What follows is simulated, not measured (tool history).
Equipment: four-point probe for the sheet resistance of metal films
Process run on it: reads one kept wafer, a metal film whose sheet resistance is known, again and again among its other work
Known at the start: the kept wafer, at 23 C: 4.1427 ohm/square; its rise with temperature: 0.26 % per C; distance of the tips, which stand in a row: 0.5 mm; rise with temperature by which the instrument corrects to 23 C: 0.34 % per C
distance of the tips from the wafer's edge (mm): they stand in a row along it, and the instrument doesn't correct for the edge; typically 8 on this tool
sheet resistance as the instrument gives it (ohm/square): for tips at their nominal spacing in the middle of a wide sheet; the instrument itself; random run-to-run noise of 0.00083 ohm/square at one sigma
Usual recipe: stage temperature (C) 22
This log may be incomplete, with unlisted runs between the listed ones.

run	hour	stage temperature (C)	distance of the tips from the wafer's edge (mm)	sheet resistance as the instrument gives it (ohm/square)
1	0.0	22	8	4.175042
2	92.1	22	8	4.179074
3	159.9	22	44	4.169617
4	233.3	22	49	4.169591
5	298.4	22	49	4.171633
6	355.1	22	49	4.171977
7	420.4	22	49	4.172841
8	507.7	22	8	4.183869
9	594.9	22	4	4.209229
10	676.2	22	4	4.211319
11	724.3	22	13	4.179382
12	817.4	23	62	4.174850
13	891.3	34	40	4.142769
14	955.7	32	14	4.151599
15	1033.9	32	14	4.152835
16	1106.2	32	14	4.154598
17	1179.5	32	14	4.154928
18	1264.3	32	14	4.154661
19	1353.9	18	6	4.213519
20	1409.0	18	6	4.214988

Consider 5 possible next runs. They are alternatives, not a sequence: every one starts from the tool as it was left by run 20. What does each give?
A	1491.4	22	4	?
B	1491.4	34	9	?
C	1491.4	27	9	?
D	1491.4	30	6	?
E	1491.4	22	18	?

run	sheet resistance as the instrument gives it (ohm/square)
A	4.221931
B	4.155765
C	4.177575
D	4.179265
E	4.188433
With the hidden condition removed and each run's random variation left untouched, the same runs would have given:
run	sheet resistance as the instrument gives it (ohm/square)
A	4.180593
B	4.115188
C	4.136708
D	4.138420
E	4.147400
